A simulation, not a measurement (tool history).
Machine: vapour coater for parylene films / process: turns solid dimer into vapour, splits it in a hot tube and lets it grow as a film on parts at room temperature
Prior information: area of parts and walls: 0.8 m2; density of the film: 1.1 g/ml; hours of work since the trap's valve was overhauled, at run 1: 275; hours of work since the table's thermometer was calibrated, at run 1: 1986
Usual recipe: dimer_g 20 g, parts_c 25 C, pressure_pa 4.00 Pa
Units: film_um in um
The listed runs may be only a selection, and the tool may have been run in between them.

run   hour  dimer_g  parts_c  pressure_pa  hours of work since the trap's valve was overhauled  hours of work since the table's thermometer was calibrated  film_um
  1    0.0       20       25         4.00                                                  275                                                        1986    15.88
  2   53.8       20       25         4.00                                                  309                                                        2020    15.67
  3  118.2       20       25         4.00                                                  350                                                        2061    15.49
  4  194.9       20       25         2.29                                                  399                                                        2110    17.59
  5  228.5       20       24         4.00                                                  420                                                        2131    15.94
  6  303.4       20       25        10.29                                                  468                                                        2179    12.27
  7  337.6       20       25        10.29                                                  489                                                        2200    12.30
  8  386.9       20       25         4.00                                                  520                                                        2232    14.90
  9  433.1       21       25         4.00                                                  550                                                        2261    15.87
     442.3  -- table's thermometer calibrated
 10  468.9       21       25         4.00                                                  572                                                          17    15.39
 11  519.8       23       25         4.00                                                  604                                                          49    16.65
     564.1  -- trap's valve overhauled
 12  575.9       23       25         4.00                                                    7                                                          82    19.02
 13  647.6       23       25         4.00                                                   53                                                         128    18.81
 14  717.2       16       20         7.26                                                   97                                                         172    13.46
 15  777.6       11       20         6.87                                                  135                                                         210     9.32
 16  847.5       14       36         2.77                                                  180                                                         254     8.00
 17  883.5       14       36        10.64                                                  202                                                         277     5.90

Here are 3 independent what-if runs from the current tool condition. What would each one return?
  A  951.0       20       20         7.76                                                  245                                                         320        ?
  B  951.0       26       36         7.37                                                  245                                                         320        ?
  C  951.0       10       22        10.64                                                  245                                                         320        ?

run  film_um
  A    16.21
  B    11.74
  C     7.11
Had the tool no hidden state, the same runs would have come out as:
run  film_um
  A    17.11
  B    12.40
  C     7.50
